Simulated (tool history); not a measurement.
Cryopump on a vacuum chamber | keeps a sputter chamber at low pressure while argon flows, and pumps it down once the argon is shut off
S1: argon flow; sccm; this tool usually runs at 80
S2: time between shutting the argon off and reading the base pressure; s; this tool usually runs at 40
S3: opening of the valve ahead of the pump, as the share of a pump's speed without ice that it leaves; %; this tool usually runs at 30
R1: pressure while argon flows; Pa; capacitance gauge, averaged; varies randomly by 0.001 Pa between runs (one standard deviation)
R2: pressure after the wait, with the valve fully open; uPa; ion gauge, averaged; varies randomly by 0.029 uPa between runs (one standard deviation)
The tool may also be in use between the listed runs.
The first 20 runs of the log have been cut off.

run,hour,S1,S2,S3,R1,R2
21,1341.1,44,138,17,0.2188,0.76
22,1423.3,65,226,32,0.1729,0.69
23,1471.9,126,226,38,0.2837,0.72
24,1549.6,146,24,30,0.4195,2.6
25,1620.8,146,24,30,0.4159,2.63
26,1698.6,146,24,30,0.4197,2.72
27,1745.9,146,24,30,0.4201,2.76
28,1820.8,77,108,25,0.2693,1.13
29,1903.9,80,26,28,0.2484,2.63
30,1957.4,80,185,16,0.4276,1.03
31,2006.4,40,27,35,0.1019,2.65
32,2083.1,99,40,19,0.4538,2.06
33,2158.4,99,40,19,0.4557,2.07
34,2206.8,99,40,19,0.4528,2.14

Predict each of these 4 candidate next runs independently; none follows another, all start after run 34:
A,2288.4,105,28,40,?,?
B,2288.4,159,187,53,?,?
C,2288.4,45,179,31,?,?
D,2288.4,80,226,30,?,?

run,R1,R2
A,0.2423,2.75
B,0.285,1.26
C,0.1305,1.22
D,0.2395,1.17
What these runs would have given with no unlogged condition in the tool:
run,R1,R2
A,0.2205,1.93
B,0.252,0.43
C,0.1212,0.4
D,0.223,0.35
